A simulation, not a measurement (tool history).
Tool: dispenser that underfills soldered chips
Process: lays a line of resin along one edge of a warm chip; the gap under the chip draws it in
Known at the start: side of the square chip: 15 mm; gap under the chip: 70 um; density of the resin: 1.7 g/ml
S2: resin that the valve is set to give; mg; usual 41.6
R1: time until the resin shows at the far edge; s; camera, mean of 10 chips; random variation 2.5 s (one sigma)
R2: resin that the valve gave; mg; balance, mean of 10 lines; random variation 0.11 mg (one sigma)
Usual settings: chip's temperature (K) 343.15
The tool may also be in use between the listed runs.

Run 1, hour 0: usual settings. Result: R1 243.4 s, R2 40.73 mg.
Run 2, hour 4.8: usual settings. Result: R1 319 s, R2 40.73 mg.
Run 3, hour 7.6: usual settings but chip's temperature (K) 335.15. Result: R1 508 s, R2 40.74 mg.
Run 4, hour 10.7: usual settings but chip's temperature (K) 335.15. Result: R1 606.3 s, R2 40.6 mg.
Run 5, hour 15.5: usual settings but chip's temperature (K) 335.15. Result: R1 810.2 s, R2 40.61 mg.
At hour 17.5: new syringe of resin.
Run 6, hour 19.6: usual settings but chip's temperature (K) 352.15. Result: R1 199.7 s, R2 40.45 mg.
Run 7, hour 23: usual settings but chip's temperature (K) 352.15. Result: R1 241.3 s, R2 40.51 mg.
Run 8, hour 25.3: usual settings but chip's temperature (K) 352.15. Result: R1 279.4 s, R2 40.44 mg.
Run 9, hour 28.7: usual settings but chip's temperature (K) 352.15, S2 40.5 mg. Result: R1 333.7 s, R2 39.29 mg.
Run 10, hour 31.3: usual settings but chip's temperature (K) 346.15. Result: R1 483.4 s, R2 40.34 mg.
At hour 34.7: new syringe of resin.
Run 11, hour 35.9: usual settings but S2 49.1 mg. Result: R1 261.9 s, R2 47.6 mg.
Run 12, hour 39.9: usual settings. Result: R1 327.6 s, R2 40.24 mg.
Run 13, hour 43.2: usual settings. Result: R1 400.3 s, R2 40.1 mg.
Run 14, hour 47.5: usual settings. Result: R1 509.4 s, R2 40.08 mg.
Run 15, hour 51.4: usual settings. Result: R1 642.4 s, R2 40.22 mg.
At hour 52.1: new syringe of resin.
Run 16, hour 54.2: usual settings. Result: R1 278.8 s, R2 40.24 mg.
Run 17, hour 57.1: usual settings. Result: R1 321.5 s, R2 40.07 mg.
Run 18, hour 60.7: usual settings. Result: R1 398.4 s, R2 40.06 mg.
Run 19, hour 63.3: usual settings. Result: R1 459.5 s, R2 40.06 mg.
At hour 68.1: dispensing valve cleaned and set on the balance.
Run 20, hour 68.9: usual settings but chip's temperature (K) 334.15, S2 36.7 mg. Result: R1 868.2 s, R2 36.64 mg.
At hour 70.6: new syringe of resin.
Run 21, hour 71.8: usual settings but chip's temperature (K) 334.15, S2 43 mg. Result: R1 367.7 s, R2 43.12 mg.
Run 22, hour 75.7: usual settings but chip's temperature (K) 345.15, S2 51.2 mg. Result: R1 297.6 s, R2 51.07 mg.
Run 23, hour 79.9: usual settings but chip's temperature (K) 345.15, S2 51.2 mg. Result: R1 380 s, R2 50.87 mg.
Run 24, hour 82.6: usual settings but chip's temperature (K) 345.15, S2 51.2 mg. Result: R1 439.3 s, R2 50.99 mg.
Run 25, hour 86.6: usual settings but chip's temperature (K) 356.15, S2 51.1 mg. Result: R1 384.6 s, R2 50.71 mg.
At hour 88.1: new syringe of resin.
Run 26, hour 91: usual settings but chip's temperature (K) 342.15, S2 54 mg. Result: R1 297.9 s, R2 53.99 mg.
Run 27, hour 95.9: usual settings but chip's temperature (K) 354.15, S2 45.5 mg. Result: R1 256.9 s, R2 45.3 mg.
Run 28, hour 98.2: usual settings but chip's temperature (K) 334.15, S2 45.5 mg. Result: R1 612.4 s, R2 45.04 mg.
Run 29, hour 101.1: usual settings but chip's temperature (K) 334.15, S2 45.5 mg. Result: R1 717.3 s, R2 45.21 mg.
At hour 105.5: new syringe of resin.
Run 30, hour 106.2: usual settings but chip's temperature (K) 334.15, S2 37.1 mg. Result: R1 361.8 s, R2 36.68 mg.
Run 31, hour 108.8: usual settings but chip's temperature (K) 340.15, S2 52.1 mg. Result: R1 318.2 s, R2 51.42 mg.
Run 32, hour 113.4: usual settings but chip's temperature (K) 358.15, S2 52.1 mg. Result: R1 223.6 s, R2 51.35 mg.
Run 33, hour 115.7: usual settings but chip's temperature (K) 342.15, S2 41.4 mg. Result: R1 447.1 s, R2 41.03 mg.
Run 34, hour 120.3: usual settings but chip's temperature (K) 342.15, S2 41.4 mg. Result: R1 587.6 s, R2 40.85 mg.
At hour 123: new syringe of resin.
Run 35, hour 123.7: usual settings but chip's temperature (K) 344.15, S2 39.7 mg. Result: R1 246.1 s, R2 39.01 mg.
Run 36, hour 127.4: usual settings but chip's temperature (K) 345.15, S2 38.7 mg. Result: R1 300.4 s, R2 38 mg.
Run 37, hour 129.9: usual settings but chip's temperature (K) 328.15, S2 50.6 mg. Result: R1 637.3 s, R2 49.71 mg.

3 ways to go on from here, each from the tool as it stands after run 37. What would each give?
Run A, hour 134.8: usual settings but chip's temperature (K) 346.15, S2 44.6 mg. Result: R1 ?, R2 ?.
Run B, hour 134.8: usual settings but chip's temperature (K) 356.15, S2 46.6 mg. Result: R1 ?, R2 ?.
Run C, hour 134.8: usual settings but S2 44.3 mg. Result: R1 ?, R2 ?.

run     R1     R2
  A  430.5  43.69
  B  303.4   45.8
  C  486.8  43.35
Without the tool's hidden state the same runs would have given:
run     R1     R2
  A  216.1  44.52
  B  152.3  46.67
  C  244.3  44.17

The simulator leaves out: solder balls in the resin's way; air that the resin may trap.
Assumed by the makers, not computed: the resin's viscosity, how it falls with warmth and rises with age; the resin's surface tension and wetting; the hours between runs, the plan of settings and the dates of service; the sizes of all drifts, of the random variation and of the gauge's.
